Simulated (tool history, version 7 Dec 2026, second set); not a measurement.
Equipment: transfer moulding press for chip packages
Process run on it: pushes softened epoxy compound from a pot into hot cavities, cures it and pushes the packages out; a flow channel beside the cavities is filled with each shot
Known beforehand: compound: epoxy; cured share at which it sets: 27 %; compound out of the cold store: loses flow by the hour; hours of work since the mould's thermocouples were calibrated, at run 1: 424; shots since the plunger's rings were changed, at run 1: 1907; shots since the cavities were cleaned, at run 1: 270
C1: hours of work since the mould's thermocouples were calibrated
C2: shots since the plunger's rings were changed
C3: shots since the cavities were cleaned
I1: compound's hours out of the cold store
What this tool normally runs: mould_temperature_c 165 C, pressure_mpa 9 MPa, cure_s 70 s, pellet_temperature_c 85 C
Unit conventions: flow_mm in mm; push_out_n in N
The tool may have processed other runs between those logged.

run 1 hour=0 | mould_temperature_c=165 pressure_mpa=9 cure_s=70 pellet_temperature_c=85 | C1=424 C2=1907 C3=270 | I1=14 | flow_mm=791 push_out_n=778
-- hour=26.7 cavities cleaned with cleaning compound and waxed
run 2 hour=45.9 | mould_temperature_c=165 pressure_mpa=9 cure_s=70 pellet_temperature_c=85 | C1=458 C2=2739 C3=360 | I1=41.2 | flow_mm=703 push_out_n=921
-- hour=68.1 cavities cleaned with cleaning compound and waxed
-- hour=110.9 cavities cleaned with cleaning compound and waxed
run 3 hour=114.5 | mould_temperature_c=165 pressure_mpa=9 cure_s=70 pellet_temperature_c=90 | C1=508 C2=3968 C3=67 | I1=35.9 | flow_mm=704 push_out_n=613
-- hour=154.2 cavities cleaned with cleaning compound and waxed
run 4 hour=186.1 | mould_temperature_c=165 pressure_mpa=9 cure_s=70 pellet_temperature_c=90 | C1=561 C2=5283 C3=598 | I1=27.3 | flow_mm=715 push_out_n=782
-- hour=199.3 plunger's sealing rings changed
-- hour=200.8 cavities cleaned with cleaning compound and waxed
-- hour=220.9 cavities cleaned with cleaning compound and waxed, once more
-- hour=261.8 cavities cleaned with cleaning compound and waxed
run 5 hour=262.3 | mould_temperature_c=165 pressure_mpa=9 cure_s=70 pellet_temperature_c=90 | C1=614 C2=1096 C3=9 | I1=26.6 | flow_mm=746 push_out_n=621
-- hour=302.8 cavities cleaned with cleaning compound and waxed
run 6 hour=302.8 | mould_temperature_c=171 pressure_mpa=9 cure_s=70 pellet_temperature_c=85 | C1=643 C2=1827 C3=0 | I1=24.1 | flow_mm=727 push_out_n=431
-- hour=345 cavities cleaned with cleaning compound and waxed
run 7 hour=349.5 | mould_temperature_c=171 pressure_mpa=9 cure_s=70 pellet_temperature_c=85 | C1=678 C2=2674 C3=85 | I1=31.6 | flow_mm=703 push_out_n=438
-- hour=387.5 cavities cleaned with cleaning compound and waxed
run 8 hour=387.5 | mould_temperature_c=171 pressure_mpa=9 cure_s=70 pellet_temperature_c=85 | C1=705 C2=3357 C3=0 | I1=32 | flow_mm=709 push_out_n=437
-- hour=428.3 cavities cleaned with cleaning compound and waxed
run 9 hour=428.6 | mould_temperature_c=171 pressure_mpa=9 cure_s=70 pellet_temperature_c=85 | C1=736 C2=4100 C3=6 | I1=29.1 | flow_mm=703 push_out_n=447
run 10 hour=461.2 | mould_temperature_c=165 pressure_mpa=9 cure_s=70 pellet_temperature_c=85 | C1=760 C2=4710 C3=616 | I1=46.3 | flow_mm=669 push_out_n=816
-- hour=475.2 cavities cleaned with cleaning compound and waxed
-- hour=508.5 plunger's sealing rings changed
run 11 hour=510.1 | mould_temperature_c=165 pressure_mpa=9 cure_s=70 pellet_temperature_c=85 | C1=795 C2=30 C3=607 | I1=9.4 | flow_mm=819 push_out_n=909
-- hour=523.4 cavities cleaned with cleaning compound and waxed
-- hour=555.1 mould's thermocouples calibrated
-- hour=566.2 cavities cleaned with cleaning compound and waxed
run 12 hour=576.9 | mould_temperature_c=165 pressure_mpa=9 cure_s=67 pellet_temperature_c=85 | C1=15 C2=1189 C3=201 | I1=9.6 | flow_mm=805 push_out_n=814
-- hour=608.7 cavities cleaned with cleaning compound and waxed
run 13 hour=613.2 | mould_temperature_c=165 pressure_mpa=9 cure_s=67 pellet_temperature_c=85 | C1=42 C2=1841 C3=85 | I1=35.4 | flow_mm=731 push_out_n=696
run 14 hour=646.8 | mould_temperature_c=165 pressure_mpa=9 cure_s=67 pellet_temperature_c=85 | C1=67 C2=2470 C3=714 | I1=47.3 | flow_mm=688 push_out_n=856
-- hour=652.8 cavities cleaned with cleaning compound and waxed
run 15 hour=691.3 | mould_temperature_c=165 pressure_mpa=9 cure_s=67 pellet_temperature_c=85 | C1=100 C2=3276 C3=721 | I1=9.8 | flow_mm=792 push_out_n=938
-- hour=699.3 cavities cleaned with cleaning compound and waxed
run 16 hour=731 | mould_temperature_c=168 pressure_mpa=9.87 cure_s=60 pellet_temperature_c=95 | C1=129 C2=3992 C3=595 | I1=24.9 | flow_mm=749 push_out_n=896
-- hour=744.3 cavities cleaned with cleaning compound and waxed
run 17 hour=764.6 | mould_temperature_c=164 pressure_mpa=10.32 cure_s=60 pellet_temperature_c=95 | C1=154 C2=4594 C3=381 | I1=39.5 | flow_mm=726 push_out_n=1032
-- hour=787.5 cavities cleaned with cleaning compound and waxed
-- hour=818.4 plunger's sealing rings changed
run 18 hour=821.5 | mould_temperature_c=157 pressure_mpa=8.6 cure_s=96 pellet_temperature_c=85 | C1=194 C2=57 C3=590 | I1=39.4 | flow_mm=732 push_out_n=634
-- hour=834 cavities cleaned with cleaning compound and waxed
-- hour=879 cavities cleaned with cleaning compound and waxed
run 19 hour=892.3 | mould_temperature_c=159 pressure_mpa=9 cure_s=70 pellet_temperature_c=77 | C1=245 C2=1327 C3=249 | I1=42.5 | flow_mm=724 push_out_n=1075
-- hour=920.8 cavities cleaned with cleaning compound and waxed
-- hour=963.7 cavities cleaned with cleaning compound and waxed
run 20 hour=963.7 | mould_temperature_c=166 pressure_mpa=10.18 cure_s=50 pellet_temperature_c=87 | C1=297 C2=2611 C3=0 | I1=17.4 | flow_mm=802 push_out_n=1321
-- hour=1006.4 cavities cleaned with cleaning compound and waxed
run 21 hour=1037.9 | mould_temperature_c=166 pressure_mpa=10.18 cure_s=50 pellet_temperature_c=87 | C1=353 C2=3973 C3=591 | I1=41.6 | flow_mm=728 push_out_n=1583
-- hour=1050.2 cavities cleaned with cleaning compound and waxed
run 22 hour=1079 | mould_temperature_c=165 pressure_mpa=7.74 cure_s=60 pellet_temperature_c=85 | C1=383 C2=4715 C3=541 | I1=19.9 | flow_mm=684 push_out_n=1216
-- hour=1090.9 cavities cleaned with cleaning compound and waxed
-- hour=1121.3 plunger's sealing rings changed
-- hour=1135.3 cavities cleaned with cleaning compound and waxed
run 23 hour=1135.3 | mould_temperature_c=165 pressure_mpa=10.26 cure_s=70 pellet_temperature_c=85 | C1=421 C2=234 C3=0 | I1=39.8 | flow_mm=777 push_out_n=589
-- hour=1180.5 cavities cleaned with cleaning compound and waxed
run 24 hour=1208.4 | mould_temperature_c=165 pressure_mpa=10.26 cure_s=70 pellet_temperature_c=85 | C1=476 C2=1577 C3=525 | I1=22.1 | flow_mm=815 push_out_n=841

Alternative continuations, all from the tool just after run 24; predict every row:
-- hour=1223.3 cavities cleaned with cleaning compound and waxed
-- hour=1263.9 cavities cleaned with cleaning compound and waxed
run A hour=1263.9 | mould_temperature_c=165 pressure_mpa=9 cure_s=90 pellet_temperature_c=94 | C1=516 C2=2560 C3=0 | I1=21.9 | flow_mm=? push_out_n=?
-- hour=1223.3 cavities cleaned with cleaning compound and waxed
-- hour=1263.9 cavities cleaned with cleaning compound and waxed
run B hour=1263.9 | mould_temperature_c=165 pressure_mpa=7.96 cure_s=108 pellet_temperature_c=95 | C1=516 C2=2560 C3=0 | I1=21.5 | flow_mm=? push_out_n=?
-- hour=1223.3 cavities cleaned with cleaning compound and waxed
-- hour=1263.9 cavities cleaned with cleaning compound and waxed
run C hour=1263.9 | mould_temperature_c=165 pressure_mpa=10.26 cure_s=81 pellet_temperature_c=85 | C1=516 C2=2560 C3=0 | I1=13.2 | flow_mm=? push_out_n=?
-- hour=1223.3 cavities cleaned with cleaning compound and waxed
-- hour=1263.9 cavities cleaned with cleaning compound and waxed
run D hour=1263.9 | mould_temperature_c=165 pressure_mpa=10.26 cure_s=67 pellet_temperature_c=90 | C1=516 C2=2560 C3=0 | I1=46.6 | flow_mm=? push_out_n=?

run=A flow_mm=774 push_out_n=368
run=B flow_mm=724 push_out_n=338
run=C flow_mm=826 push_out_n=455
run=D flow_mm=727 push_out_n=637
Without the tool's hidden state the same runs would have given:
run=A flow_mm=797 push_out_n=350
run=B flow_mm=746 push_out_n=329
run=C flow_mm=851 push_out_n=424
run=D flow_mm=749 push_out_n=590

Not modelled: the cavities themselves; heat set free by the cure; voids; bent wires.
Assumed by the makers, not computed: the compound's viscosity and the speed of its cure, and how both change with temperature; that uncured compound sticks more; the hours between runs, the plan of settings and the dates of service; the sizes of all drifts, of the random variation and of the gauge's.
